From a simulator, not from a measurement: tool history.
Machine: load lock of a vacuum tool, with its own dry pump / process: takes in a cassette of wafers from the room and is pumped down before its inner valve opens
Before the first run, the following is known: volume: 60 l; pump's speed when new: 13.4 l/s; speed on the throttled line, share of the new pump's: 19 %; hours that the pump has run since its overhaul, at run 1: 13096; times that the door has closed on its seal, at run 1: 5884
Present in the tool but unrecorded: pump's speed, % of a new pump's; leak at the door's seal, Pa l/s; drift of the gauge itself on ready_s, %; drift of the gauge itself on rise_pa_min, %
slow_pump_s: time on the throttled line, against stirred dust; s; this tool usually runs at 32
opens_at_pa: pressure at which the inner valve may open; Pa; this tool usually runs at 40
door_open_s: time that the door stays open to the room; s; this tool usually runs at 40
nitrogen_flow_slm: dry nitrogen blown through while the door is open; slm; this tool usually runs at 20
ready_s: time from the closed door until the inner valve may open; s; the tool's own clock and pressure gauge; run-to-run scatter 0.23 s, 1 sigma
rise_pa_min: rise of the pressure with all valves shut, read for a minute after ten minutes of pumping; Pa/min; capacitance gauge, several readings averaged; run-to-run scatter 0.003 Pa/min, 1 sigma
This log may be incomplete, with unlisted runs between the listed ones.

run    hour  slow_pump_s  opens_at_pa  door_open_s  nitrogen_flow_slm  hours that the pump has run since its overhaul  times that the door has closed on its seal  incoming humidity of the room's air, %  ready_s  rise_pa_min
  1     0.0           32           40           40                 20                                           13096                                        5884                                    44.1     61.3        0.040
  2   106.5           32           40           40                 20                                           13202                                        6069                                    46.6     60.8        0.044
  3   223.7           32           40          156                 20                                           13319                                        6273                                    45.5     60.9        0.071
  4   320.0           32           40          156                 20                                           13416                                        6440                                    42.6     60.9        0.067
  5   408.1           32           40           40                 14                                           13504                                        6593                                    45.2     60.7        0.044
  6   520.0           32           40           40                 14                                           13616                                        6787                                    44.9     60.9        0.045
  7   613.6           32           40           40                 14                                           13709                                        6949                                    44.6     61.2        0.045
  8   710.1           32           40           40                 36                                           13806                                        7117                                    45.3     60.9        0.031
  9   789.5           32           40           40                 36                                           13885                                        7255                                    42.9     60.7        0.029
 10   952.5           32           40           40                 20                                           14048                                        7538                                    43.0     61.0        0.038
 11  1094.6           32           40           40                 20                                           14190                                        7784                                    47.7     60.6        0.045
 12  1191.7           32           40           40                 20                                           14287                                        7953                                    42.4     61.6        0.046
 13  1269.6           32           54           40                 20                                           14365                                        8088                                    43.3     59.4        0.040
 14  1370.1           32           54           40                 20                                           14466                                        8263                                    47.4     59.5        0.040
 15  1461.1           32           54           40                 20                                           14557                                        8421                                    42.8     59.2        0.037
     1620.0  -- dry pump taken out, an overhauled one fitted
 16  1620.0           32           29           40                 20                                               0                                        8686                                    41.7     62.2        0.035
 17  1742.1           32           29           40                 20                                             122                                        8898                                    46.4     62.3        0.040
 18  1847.8           32           40           40                 44                                             228                                        9081                                    42.7     61.5        0.027
 19  1941.4           32           40           40                 44                                             321                                        9244                                    44.1     61.3        0.027
 20  2039.4           33           56           64                 16                                             419                                        9414                                    43.5     60.6        0.052
 21  2120.4           40           40           40                 14                                             500                                        9555                                    40.8     67.5        0.044
 22  2248.6           32           40           40                 11                                             629                                        9777                                    49.3     60.6        0.053
 23  2367.5           32           40          165                 11                                             747                                        9984                                    48.2     61.0        0.091
 24  2458.8           32           28          123                 20                                             839                                       10142                                    46.7     62.3        0.066
 25  2536.0           41           28          104                 16                                             916                                       10276                                    45.2     70.0        0.062
 26  2638.6           41           28          104                 16                                            1019                                       10454                                    44.5     69.7        0.061
 27  2758.3           47           35          157                 13                                            1138                                       10662                                    47.2     73.8        0.080
 28  2918.8           31           35           27                 13                                            1299                                       10941                                    39.7     61.0        0.032
 29  3085.0           62           35           27                  8                                            1465                                       11229                                    47.9     85.7        0.046
 30  3242.2           62           35           27                  8                                            1622                                       11502                                    45.8     85.7        0.044
 31  3352.3           34           78           40                 41                                            1732                                       11693                                    44.3     59.6        0.022
 32  3490.4           47           35           33                 41                                            1870                                       11933                                    47.0     73.4        0.031
 33  3584.5           47           35           33                 41                                            1965                                       12097                                    47.0     73.6        0.030
 34  3705.4           47           35           33                 41                                            2085                                       12306                                    44.4     74.1        0.030
 35  3864.1           47           35           33                 41                                            2244                                       12582                                    48.5     73.0        0.028
 36  4030.9           31           40          175                 20                                            2411                                       12871                                    44.7     60.3        0.072
 37  4200.4           31           40           28                 20                                            2580                                       13166                                    41.9     60.1        0.033

Each row is a separate what-if for the run after 37, all from the same tool condition, not one after another. Results?
  A  4365.8           17           40           95                 20                                            2746                                       13453                                    45.5        ?            ?
  B  4365.8           32           40           40                 18                                            2746                                       13453                                    45.0        ?            ?
  C  4365.8           28           34           28                  6                                            2746                                       13453                                    47.5        ?            ?
  D  4365.8           31           51           49                 27                                            2746                                       13453                                    47.2        ?            ?

run  ready_s  rise_pa_min
  A     48.8        0.059
  B     60.8        0.042
  C     58.6        0.055
  D     58.9        0.044
Without the tool's hidden state the same runs would have given:
run  ready_s  rise_pa_min
  A     48.8        0.058
  B     60.8        0.041
  C     58.6        0.055
  D     58.9        0.043

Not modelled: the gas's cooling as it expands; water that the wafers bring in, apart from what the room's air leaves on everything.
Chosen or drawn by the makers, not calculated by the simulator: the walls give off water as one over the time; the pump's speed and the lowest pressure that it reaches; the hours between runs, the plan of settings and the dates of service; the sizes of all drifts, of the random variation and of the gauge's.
